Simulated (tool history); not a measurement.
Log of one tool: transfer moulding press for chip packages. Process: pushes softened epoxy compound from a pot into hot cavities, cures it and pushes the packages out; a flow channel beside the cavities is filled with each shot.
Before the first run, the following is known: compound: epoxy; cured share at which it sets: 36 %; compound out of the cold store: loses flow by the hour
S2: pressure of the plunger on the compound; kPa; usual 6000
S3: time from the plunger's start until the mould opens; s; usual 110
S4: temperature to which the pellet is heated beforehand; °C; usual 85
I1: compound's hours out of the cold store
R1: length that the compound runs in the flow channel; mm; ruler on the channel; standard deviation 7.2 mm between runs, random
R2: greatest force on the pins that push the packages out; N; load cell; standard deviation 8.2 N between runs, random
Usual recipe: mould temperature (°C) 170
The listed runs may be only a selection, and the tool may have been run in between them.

{"run": 1, "hour": 0.0, "mould temperature (°C)": 170, "S2": 6000, "S3": 110, "S4": 85, "I1": 30.0, "R1": 759, "R2": 412}
{"run": 2, "hour": 12.9, "mould temperature (°C)": 170, "S2": 5460, "S3": 110, "S4": 85, "I1": 15.8, "R1": 757, "R2": 450}
{"run": 3, "hour": 34.5, "mould temperature (°C)": 170, "S2": 5460, "S3": 110, "S4": 93, "I1": 46.8, "R1": 649, "R2": 489}
{"hour": 52.7, "done": "cavities cleaned with cleaning compound and waxed"}
{"run": 4, "hour": 57.2, "mould temperature (°C)": 170, "S2": 5460, "S3": 110, "S4": 93, "I1": 31.5, "R1": 717, "R2": 581}
{"run": 5, "hour": 76.1, "mould temperature (°C)": 170, "S2": 6000, "S3": 115, "S4": 85, "I1": 44.9, "R1": 695, "R2": 565}
{"run": 6, "hour": 96.4, "mould temperature (°C)": 170, "S2": 6000, "S3": 110, "S4": 85, "I1": 35.3, "R1": 732, "R2": 590}
{"run": 7, "hour": 117.8, "mould temperature (°C)": 170, "S2": 6000, "S3": 110, "S4": 85, "I1": 43.9, "R1": 706, "R2": 551}
{"hour": 126.8, "done": "cavities cleaned with cleaning compound and waxed"}
{"run": 8, "hour": 134.9, "mould temperature (°C)": 170, "S2": 6000, "S3": 110, "S4": 85, "I1": 40.5, "R1": 696, "R2": 376}
{"run": 9, "hour": 151.8, "mould temperature (°C)": 170, "S2": 6000, "S3": 110, "S4": 85, "I1": 11.9, "R1": 803, "R2": 443}
{"run": 10, "hour": 172.3, "mould temperature (°C)": 170, "S2": 6000, "S3": 110, "S4": 85, "I1": 13.3, "R1": 790, "R2": 484}
{"hour": 184.9, "done": "cavities cleaned with cleaning compound and waxed, once more"}
{"run": 11, "hour": 193.3, "mould temperature (°C)": 170, "S2": 6000, "S3": 110, "S4": 85, "I1": 27.5, "R1": 744, "R2": 384}
{"run": 12, "hour": 205.7, "mould temperature (°C)": 170, "S2": 6000, "S3": 110, "S4": 85, "I1": 20.1, "R1": 760, "R2": 426}
{"run": 13, "hour": 216.1, "mould temperature (°C)": 170, "S2": 5280, "S3": 110, "S4": 85, "I1": 15.2, "R1": 730, "R2": 454}
{"run": 14, "hour": 231.0, "mould temperature (°C)": 170, "S2": 6000, "S3": 110, "S4": 85, "I1": 20.4, "R1": 749, "R2": 477}
{"run": 15, "hour": 249.2, "mould temperature (°C)": 170, "S2": 6000, "S3": 110, "S4": 85, "I1": 16.6, "R1": 776, "R2": 510}
{"hour": 257.6, "done": "cavities cleaned with cleaning compound and waxed"}
{"run": 16, "hour": 272.9, "mould temperature (°C)": 170, "S2": 6000, "S3": 110, "S4": 85, "I1": 38.9, "R1": 693, "R2": 407}
{"run": 17, "hour": 292.1, "mould temperature (°C)": 174, "S2": 5890, "S3": 93, "S4": 81, "I1": 44.8, "R1": 658, "R2": 454}
{"run": 18, "hour": 309.2, "mould temperature (°C)": 170, "S2": 4750, "S3": 110, "S4": 85, "I1": 16.3, "R1": 660, "R2": 489}
{"hour": 330.8, "done": "cavities cleaned with cleaning compound and waxed"}
{"run": 19, "hour": 330.9, "mould temperature (°C)": 170, "S2": 6000, "S3": 96, "S4": 85, "I1": 37.6, "R1": 691, "R2": 434}
{"run": 20, "hour": 345.7, "mould temperature (°C)": 170, "S2": 6000, "S3": 96, "S4": 85, "I1": 20.4, "R1": 736, "R2": 504}
{"run": 21, "hour": 363.6, "mould temperature (°C)": 170, "S2": 7110, "S3": 105, "S4": 85, "I1": 13.8, "R1": 833, "R2": 479}
{"run": 22, "hour": 382.7, "mould temperature (°C)": 170, "S2": 4730, "S3": 110, "S4": 85, "I1": 44.5, "R1": 588, "R2": 478}
{"hour": 403.7, "done": "cavities cleaned with cleaning compound and waxed"}
{"run": 23, "hour": 406.3, "mould temperature (°C)": 170, "S2": 6000, "S3": 110, "S4": 81, "I1": 15.1, "R1": 749, "R2": 371}
{"run": 24, "hour": 427.9, "mould temperature (°C)": 170, "S2": 6000, "S3": 110, "S4": 81, "I1": 44.1, "R1": 655, "R2": 402}
{"run": 25, "hour": 437.9, "mould temperature (°C)": 170, "S2": 6000, "S3": 96, "S4": 85, "I1": 31.9, "R1": 692, "R2": 509}
{"run": 26, "hour": 460.3, "mould temperature (°C)": 170, "S2": 6670, "S3": 105, "S4": 85, "I1": 39.2, "R1": 700, "R2": 491}
{"hour": 470.6, "done": "mould's thermocouples calibrated"}
{"hour": 478.7, "done": "cavities cleaned with cleaning compound and waxed"}
{"run": 27, "hour": 486.3, "mould temperature (°C)": 170, "S2": 6000, "S3": 110, "S4": 91, "I1": 43.0, "R1": 657, "R2": 375}
{"run": 28, "hour": 497.1, "mould temperature (°C)": 170, "S2": 6310, "S3": 110, "S4": 85, "I1": 12.6, "R1": 775, "R2": 433}

Each row is a separate what-if for the run after 28, all from the same tool condition, not one after another. Results?
{"run": "A", "hour": 517.4, "mould temperature (°C)": 177, "S2": 6000, "S3": 111, "S4": 78, "I1": 31.8, "R1": "?", "R2": "?"}
{"run": "B", "hour": 517.4, "mould temperature (°C)": 176, "S2": 6310, "S3": 110, "S4": 89, "I1": 14.5, "R1": "?", "R2": "?"}
{"run": "C", "hour": 517.4, "mould temperature (°C)": 170, "S2": 6310, "S3": 124, "S4": 83, "I1": 47.2, "R1": "?", "R2": "?"}
{"run": "D", "hour": 517.4, "mould temperature (°C)": 170, "S2": 6310, "S3": 97, "S4": 85, "I1": 33.3, "R1": "?", "R2": "?"}

run=A R1=672 R2=420
run=B R1=728 R2=420
run=C R1=655 R2=423
run=D R1=704 R2=554
Stripped of hidden state, with their random variation kept, the same runs would have yielded:
run=A R1=739 R2=309
run=B R1=801 R2=310
run=C R1=721 R2=312
run=D R1=774 R2=413
